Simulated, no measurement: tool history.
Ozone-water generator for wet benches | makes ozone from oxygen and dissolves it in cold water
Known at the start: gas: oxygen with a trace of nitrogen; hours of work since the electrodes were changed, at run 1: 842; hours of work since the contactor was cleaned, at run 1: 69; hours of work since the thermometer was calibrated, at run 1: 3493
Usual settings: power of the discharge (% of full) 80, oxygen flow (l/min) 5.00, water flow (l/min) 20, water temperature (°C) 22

run	day	power of the discharge (% of full)	oxygen flow (l/min)	water flow (l/min)	water temperature (°C)	hours of work since the electrodes were changed	hours of work since the contactor was cleaned	hours of work since the thermometer was calibrated	dissolved ozone (ppm)	ozone in the gas ahead of the water (g/m3)
1	0.000	80	5.00	20	22	842	69	3493	24.7	226.1
2	1.596	80	5.00	20	22	868	95	3519	24.5	224.0
3	3.804	80	5.00	19	22	904	132	3555	25.2	223.5
4	5.742	80	5.00	19	22	936	163	3587	25.7	226.4
5	6.742	94	5.00	20	22	952	180	3603	27.9	258.2
6	8.675	94	5.00	20	22	984	211	3635	27.8	259.7
7	10.308	94	5.00	20	22	1010	238	3662	28.1	259.7
8	11.967	94	5.00	20	22	1037	265	3689	27.9	260.1
9	13.058	87	5.00	20	22	1055	283	3707	25.8	241.3
10	14.225	87	5.00	20	24	1074	302	3726	25.6	241.8
11	15.608	87	5.00	20	24	1097	325	3748	25.5	242.1
12	17.758	87	8.38	20	24	1132	360	3783	24.9	188.4
13	19.550	80	5.50	20	22	1161	389	3813	24.4	214.5
14	20.783	80	5.50	20	22	1182	409	3833	24.5	212.3
15	22.908	80	5.50	20	22	1216	444	3868	24.4	214.1
16	24.208	80	5.00	20	22	1238	465	3889	24.4	224.0
17	25.575	92	6.31	24	22	1260	488	3911	24.0	225.3
18	27.292	48	3.82	20	22	1288	516	3939	15.2	162.4
19	28.708	88	5.02	28	19	1311	539	3963	20.4	243.8
20	30.496	42	5.00	20	20	1341	568	3992	14.3	127.3
21	31.938	80	5.00	16	22	1364	592	4015	28.7	223.1
22	33.358	86	5.00	20	17	1387	615	4039	27.5	237.7
23	35.558	86	4.52	20	17	1423	651	4075	27.4	249.6

Forecast run 24:
24	37.258	42	7.11	20	20	1451	679	4102	?	?

dissolved ozone (ppm): 14.1
ozone in the gas ahead of the water (g/m3): 106.2
Without the tool's hidden state the same run would have given dissolved ozone (ppm) 14.4, ozone in the gas ahead of the water (g/m3) 107.5.
